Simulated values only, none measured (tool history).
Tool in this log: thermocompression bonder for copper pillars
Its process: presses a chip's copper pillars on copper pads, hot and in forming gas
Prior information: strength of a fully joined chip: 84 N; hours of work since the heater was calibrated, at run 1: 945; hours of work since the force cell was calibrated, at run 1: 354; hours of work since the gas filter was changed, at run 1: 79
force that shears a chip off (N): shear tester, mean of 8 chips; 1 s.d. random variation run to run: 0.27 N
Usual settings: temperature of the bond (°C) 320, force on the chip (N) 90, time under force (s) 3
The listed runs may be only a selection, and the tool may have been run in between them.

run	hour	temperature of the bond (°C)	force on the chip (N)	time under force (s)	hours of work since the heater was calibrated	hours of work since the force cell was calibrated	hours of work since the gas filter was changed	force that shears a chip off (N)
1	0	320	90	3	945	354	79	41.6
2	9.6	320	90	3	952	360	86	41.7
3	23.4	320	90	3	962	370	96	41.1
4	32	320	90	3	968	376	102	41.4
5	43.5	320	90	2	975	384	109	35.6
6	56.4	320	90	2	984	392	118	36
7	64.8	320	90	4	990	398	124	45.5
8	76.3	309	90	4	998	406	132	40.5
9	83.6	309	90	4	1003	411	137	40.3
10	97.6	309	90	4	1013	421	147	41.1
11	112.4	309	90	4	1023	431	157	41.2
12	120.2	320	116	3	1028	436	162	47.1
13	132	320	90	3	1036	445	170	41.1
14	141.6	320	90	3	1043	451	177	41.3
15	156.9	320	90	3	1054	462	188	40.9
16	169	320	90	3	1062	470	196	41.3
17	179.1	320	90	3	1069	477	203	40.8
18	190.3	320	90	3	1077	485	211	40.6
19	198.1	320	90	3	1082	490	216	41.4
20	211.8	339	90	3	1092	500	226	48.9
21	227	310	133	2	1102	510	236	41
22	241.1	324	55	7	1112	520	246	42.6
23	256.1	324	55	7	1122	530	256	42.8
24	268.7	324	81	4	1131	539	265	43.7
25	283.4	345	71	3	1141	549	275	44.7
26	298	313	93	5	1151	559	285	46
27	304.9	332	113	2	1156	564	290	45.2
28	316.3	332	113	2	1164	572	298	45
29	329.4	332	113	2	1173	581	307	45.1
30	341	332	123	2	1181	589	315	47.3
31	352.4	339	60	5	1188	597	322	45.8
32	359.7	313	110	5	1194	602	328	50.5
33	371.3	326	90	8	1202	610	336	57.5
34	384.2	303	60	9	1210	619	344	40.9
35	394.2	320	119	2	1217	625	351	42
36	402.6	320	119	2	1223	631	357	41.4
37	415.1	320	124	6	1232	640	366	58.7
38	430.3	320	55	4	1242	650	376	33.9
39	440.8	320	55	4	1249	658	383	33.6
40	448.3	320	55	4	1255	663	389	33.9

Predict each of these 4 candidate next runs independently; none follows another, all start after run 40:
A	462.3	330	76	2	1264	672	398	?
B	462.3	320	90	3	1264	672	398	?
C	462.3	320	59	4	1264	672	398	?
D	462.3	320	90	3	1264	672	398	?

run	force that shears a chip off (N)
A	35.4
B	40.9
C	34.8
D	40.8
Stripped of hidden state, with their random variation kept, the same runs would have yielded:
run	force that shears a chip off (N)
A	33.2
B	38.6
C	32.5
D	38.5

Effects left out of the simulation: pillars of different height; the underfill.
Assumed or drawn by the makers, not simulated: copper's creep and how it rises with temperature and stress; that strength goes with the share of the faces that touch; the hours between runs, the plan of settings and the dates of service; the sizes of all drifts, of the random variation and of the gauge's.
